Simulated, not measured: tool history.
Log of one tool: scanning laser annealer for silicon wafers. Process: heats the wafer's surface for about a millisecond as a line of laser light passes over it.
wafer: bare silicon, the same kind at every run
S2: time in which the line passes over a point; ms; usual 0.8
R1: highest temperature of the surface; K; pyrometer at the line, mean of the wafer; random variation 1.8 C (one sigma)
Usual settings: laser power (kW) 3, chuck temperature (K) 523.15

Run 1, hour 0: usual settings. Result: R1 1255.15 K.
Run 2, hour 14.5: usual settings. Result: R1 1253.15 K.
Run 3, hour 27.8: usual settings. Result: R1 1256.15 K.
Run 4, hour 35: usual settings but S2 0.985 ms. Result: R1 1346.15 K.
Run 5, hour 42.2: usual settings. Result: R1 1255.15 K.
Run 6, hour 54.6: usual settings. Result: R1 1253.15 K.
Run 7, hour 61.1: usual settings. Result: R1 1253.15 K.
Run 8, hour 72.8: usual settings. Result: R1 1250.15 K.
Run 9, hour 81.2: usual settings. Result: R1 1250.15 K.
Run 10, hour 87.8: usual settings. Result: R1 1252.15 K.
Run 11, hour 97.3: usual settings. Result: R1 1248.15 K.
Run 12, hour 103.2: usual settings but chuck temperature (K) 539.15. Result: R1 1268.15 K.
Run 13, hour 115.1: usual settings but laser power (kW) 3.177. Result: R1 1290.15 K.
Run 14, hour 128.6: usual settings but laser power (kW) 2.72. Result: R1 1185.15 K.
Run 15, hour 140.5: usual settings but laser power (kW) 2.72. Result: R1 1190.15 K.
Run 16, hour 149: usual settings but laser power (kW) 2.72. Result: R1 1189.15 K.
Run 17, hour 158.2: usual settings but laser power (kW) 2.72. Result: R1 1188.15 K.
Run 18, hour 167.1: usual settings but laser power (kW) 2.72. Result: R1 1188.15 K.
At hour 170.9: laser's power meter calibrated.
Run 19, hour 176.8: usual settings but laser power (kW) 2.72. Result: R1 1188.15 K.
Run 20, hour 189.4: usual settings but laser power (kW) 3.225, S2 0.67 ms, chuck temperature (K) 535.15. Result: R1 1239.15 K.
Run 21, hour 202.1: usual settings but laser power (kW) 3.245, S2 0.648 ms, chuck temperature (K) 491.15. Result: R1 1186.15 K.
Run 22, hour 212.7: usual settings but laser power (kW) 2.843, S2 0.663 ms. Result: R1 1147.15 K.
Run 23, hour 226.2: usual settings but laser power (kW) 2.597, S2 0.735 ms, chuck temperature (K) 549.15. Result: R1 1158.15 K.
Run 24, hour 240.4: usual settings but laser power (kW) 2.597, S2 0.735 ms, chuck temperature (K) 549.15. Result: R1 1154.15 K.
At hour 253.1: laser's power meter calibrated, once more.
Run 25, hour 256.6: usual settings but laser power (kW) 2.597, S2 0.735 ms, chuck temperature (K) 549.15. Result: R1 1149.15 K.
Run 26, hour 263.1: usual settings but laser power (kW) 2.597, S2 0.735 ms, chuck temperature (K) 549.15. Result: R1 1155.15 K.
Run 27, hour 273: usual settings but laser power (kW) 3.101, S2 0.951 ms, chuck temperature (K) 512.15. Result: R1 1326.15 K.
Run 28, hour 286.1: usual settings but laser power (kW) 3.101, S2 0.865 ms, chuck temperature (K) 521.15. Result: R1 1293.15 K.
Run 29, hour 300.5: usual settings but S2 0.953 ms. Result: R1 1315.15 K.
Run 30, hour 313.4: usual settings but S2 0.953 ms. Result: R1 1316.15 K.

Measured less the same run without the tool's hidden state. The same run-to-run variation is in both; the gauge's scatter may not be:
The hidden state here: light that passes the window, % of a clean one's; laser's true power over the reading, %; width of the line over the set one, %; drift of the gauge itself on peak_c, C.
run   R1
  1  -10
  2  -10
  3  -11
  4  -13
  5  -12
  6  -13
  7  -13
  8  -13
  9  -13
 10  -14
 11  -14
 12  -14
 13  -15
 14  -14
 15  -14
 16  -14
 17  -15
 18  -15
 19  -13
 20  -15
 21  -15
 22  -14
 23  -14
 24  -14
 25  -20
 26  -20
 27  -27
 28  -26
 29  -27
 30  -29

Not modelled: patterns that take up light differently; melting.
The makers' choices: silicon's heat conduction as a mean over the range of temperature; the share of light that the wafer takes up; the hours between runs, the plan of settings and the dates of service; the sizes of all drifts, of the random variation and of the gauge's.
